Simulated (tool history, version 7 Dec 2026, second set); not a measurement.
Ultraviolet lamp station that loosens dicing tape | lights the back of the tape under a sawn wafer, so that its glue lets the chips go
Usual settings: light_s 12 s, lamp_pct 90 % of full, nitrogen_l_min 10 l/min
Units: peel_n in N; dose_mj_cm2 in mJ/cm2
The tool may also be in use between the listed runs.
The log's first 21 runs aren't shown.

run 22 hour=265.7 | light_s=9 lamp_pct=79 nitrogen_l_min=19 | peel_n=0.279 dose_mj_cm2=174
run 23 hour=275.6 | light_s=9 lamp_pct=79 nitrogen_l_min=19 | peel_n=0.262 dose_mj_cm2=176
run 24 hour=287.0 | light_s=14 lamp_pct=90 nitrogen_l_min=10 | peel_n=0.145 dose_mj_cm2=314
run 25 hour=299.5 | light_s=12 lamp_pct=96 nitrogen_l_min=10 | peel_n=0.163 dose_mj_cm2=285
run 26 hour=308.4 | light_s=12 lamp_pct=96 nitrogen_l_min=10 | peel_n=0.160 dose_mj_cm2=285
run 27 hour=315.7 | light_s=15 lamp_pct=88 nitrogen_l_min=10 | peel_n=0.143 dose_mj_cm2=330
run 28 hour=330.2 | light_s=9 lamp_pct=90 nitrogen_l_min=5 | peel_n=0.612 dose_mj_cm2=204
run 29 hour=344.1 | light_s=9 lamp_pct=90 nitrogen_l_min=5 | peel_n=0.636 dose_mj_cm2=199
run 30 hour=354.1 | light_s=12 lamp_pct=74 nitrogen_l_min=9 | peel_n=0.289 dose_mj_cm2=224
run 31 hour=361.9 | light_s=13 lamp_pct=90 nitrogen_l_min=6 | peel_n=0.223 dose_mj_cm2=294
run 32 hour=378.0 | light_s=13 lamp_pct=90 nitrogen_l_min=6 | peel_n=0.221 dose_mj_cm2=294
run 33 hour=390.1 | light_s=13 lamp_pct=90 nitrogen_l_min=6 | peel_n=0.220 dose_mj_cm2=292
run 34 hour=402.7 | light_s=13 lamp_pct=78 nitrogen_l_min=6 | peel_n=0.310 dose_mj_cm2=252
run 35 hour=417.3 | light_s=13 lamp_pct=61 nitrogen_l_min=18 | peel_n=0.216 dose_mj_cm2=201
run 36 hour=426.8 | light_s=13 lamp_pct=61 nitrogen_l_min=18 | peel_n=0.221 dose_mj_cm2=197

3 ways to go on from here, each from the tool as it stands after run 36. What would each give?
run A hour=442.5 | light_s=12 lamp_pct=92 nitrogen_l_min=6 | peel_n=? dose_mj_cm2=?
run B hour=442.5 | light_s=13 lamp_pct=61 nitrogen_l_min=3 | peel_n=? dose_mj_cm2=?
run C hour=442.5 | light_s=11 lamp_pct=61 nitrogen_l_min=18 | peel_n=? dose_mj_cm2=?

run=A peel_n=0.245 dose_mj_cm2=276
run=B peel_n=1.126 dose_mj_cm2=198
run=C peel_n=0.311 dose_mj_cm2=170
Without the tool's hidden state the same runs would have given:
run=A peel_n=0.245 dose_mj_cm2=276
run=B peel_n=1.124 dose_mj_cm2=198
run=C peel_n=0.311 dose_mj_cm2=170

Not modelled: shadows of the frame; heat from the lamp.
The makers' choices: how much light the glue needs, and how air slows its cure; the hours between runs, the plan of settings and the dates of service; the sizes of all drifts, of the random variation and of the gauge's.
